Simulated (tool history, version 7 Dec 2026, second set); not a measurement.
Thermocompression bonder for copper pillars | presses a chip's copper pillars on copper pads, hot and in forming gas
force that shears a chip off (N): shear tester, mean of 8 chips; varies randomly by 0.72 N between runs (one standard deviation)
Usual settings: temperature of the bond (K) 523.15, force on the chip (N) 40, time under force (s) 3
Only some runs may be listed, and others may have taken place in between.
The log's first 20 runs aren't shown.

run,hour,temperature of the bond (K),force on the chip (N),time under force (s),hours of work since the heater was calibrated,hours of work since the force cell was calibrated,hours of work since the gas filter was changed,force that shears a chip off (N)
21,159.3,515.15,40,8,567,297,181,71.8
22,167.5,515.15,40,8,572,302,185,70.1
23,176.3,524.15,58,3,577,308,191,75.1
24,185.6,506.15,40,8,583,313,196,62.2
25,192.8,506.15,40,8,587,317,200,61.5
# hour 197.2: forming gas filter changed
26,200,501.15,34,2,591,321,2,29.7
27,206.6,517.15,40,3,595,325,6,53
28,214,525.15,37,3,599,330,10,57.2
29,220.4,525.15,54,3,603,333,14,72.2
30,228.9,521.15,54,4,608,339,19,76
31,238.2,521.15,54,4,614,344,24,75
32,247.4,540.15,27,4,619,350,30,60.8
33,253.2,499.15,40,3,623,353,33,37.6
34,262,517.15,46,2,628,358,38,50.6
35,272.2,517.15,46,2,634,364,45,51.3

4 ways to go on from here, each from the tool as it stands after run 35. What would each give?
# hour 279.2: heater calibrated with a thermocouple chip
A,281.1,517.15,46,3,1,368,49,?
# hour 279.2: heater calibrated with a thermocouple chip
B,281.1,532.15,32,2,1,368,49,?
# hour 279.2: heater calibrated with a thermocouple chip
C,281.1,545.15,46,2,1,368,49,?
# hour 279.2: heater calibrated with a thermocouple chip
D,281.1,529.15,42,7,1,368,49,?

run,force that shears a chip off (N)
A,57.5
B,49.3
C,75.6
D,83.3
Had the tool no hidden state, the same runs would have come out as:
run,force that shears a chip off (N)
A,57.6
B,49.3
C,75.6
D,83.4
